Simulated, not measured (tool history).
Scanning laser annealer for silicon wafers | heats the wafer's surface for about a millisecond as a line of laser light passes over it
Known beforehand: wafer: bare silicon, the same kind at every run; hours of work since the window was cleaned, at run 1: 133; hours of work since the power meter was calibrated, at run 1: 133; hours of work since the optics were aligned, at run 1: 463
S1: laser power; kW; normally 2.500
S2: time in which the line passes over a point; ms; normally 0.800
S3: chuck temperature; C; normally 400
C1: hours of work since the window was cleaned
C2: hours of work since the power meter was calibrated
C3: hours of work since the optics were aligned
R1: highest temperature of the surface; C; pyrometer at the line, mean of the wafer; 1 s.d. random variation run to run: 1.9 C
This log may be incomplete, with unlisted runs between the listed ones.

run     day     S1     S2   S3   C1    C2    C3    R1
  1   0.000  2.500  0.800  400  133   133   463  1083
  2   2.388  2.500  0.800  400  178   178   508  1076
  3   5.029  2.500  0.800  400  227   227   557  1073
  4   7.683  2.500  0.800  400  277   277   607  1069
  5   9.050  2.211  0.800  400  303   303   632   969
  6  11.592  2.500  0.636  400  350   350   680   989
  7  13.854  2.500  0.636  400  392   392   722   985
  8  16.433  2.606  0.800  400  441   441   770  1085
  9  18.738  2.606  0.632  400  484   484   813  1005
 10  21.888  2.342  0.632  400  542   542   872   923
     22.729  -- window over the wafer cleaned
 11  24.629  2.409  0.800  400   35   592   922  1049
 12  26.412  2.409  0.800  400   69   625   955  1047
 13  29.079  2.409  0.800  400  119   675  1005  1040
 14  31.475  2.500  0.800  415  163   720  1050  1082
 15  33.350  2.500  0.800  390  198   755  1085  1053
 16  35.808  2.716  0.800  429  244   801  1131  1162
 17  39.175  2.716  0.800  429  307   864  1194  1154
 18  41.996  2.133  0.800  404  360   917  1246   926
 19  44.075  2.133  0.800  404  399   956  1285   925
 20  45.725  2.735  0.985  417  430   986  1316  1211
 21  48.508  2.133  0.772  411  482  1038  1368   918
 22  50.267  2.635  0.841  404  515  1071  1401  1093
     52.804  -- window over the wafer cleaned
 23  53.571  2.635  0.841  364   14  1131  1461  1105
 24  56.096  2.467  0.790  386   62  1179  1508  1038
     57.833  -- optics aligned, line set to its width
 25  58.862  2.500  0.992  415  109  1226    19  1176
 26  61.204  2.500  0.758  415  153  1270    63  1077
 27  62.833  2.500  0.758  415  184  1301    93  1070
 28  64.392  2.148  0.770  400  213  1330   123   943
 29  67.321  2.500  0.670  438  267  1385   177  1048

Describe how what the log doesn't record of the tool's condition differs between the last listed run preceding each entry between runs and the first listed run following it.
Between runs 10 and 11: window over the wafer cleaned (day 22.729)
  light that passes the window, % of a clean one's: 94.79 -> 99.17; laser's true power over the reading, %: -0.45 -> -0.48; width of the line over the set one, %: 2.22 -> 2.34
  measured result minus the result with no hidden state, R1: -51 -> -23 C
Between runs 22 and 23: window over the wafer cleaned (day 52.804)
  light that passes the window, % of a clean one's: 94.39 -> 99.63; laser's true power over the reading, %: -0.73 -> -0.76; width of the line over the set one, %: 3.51 -> 3.65
  measured result minus the result with no hidden state, R1: -81 -> -32 C
Between runs 24 and 25: optics aligned, line set to its width (day 57.833)
  light that passes the window, % of a clean one's: 99.2 -> 98.76; laser's true power over the reading, %: -0.78 -> -0.8; width of the line over the set one, %: 3.76 -> 0.16
  measured result minus the result with no hidden state, R1: -33 -> -22 C
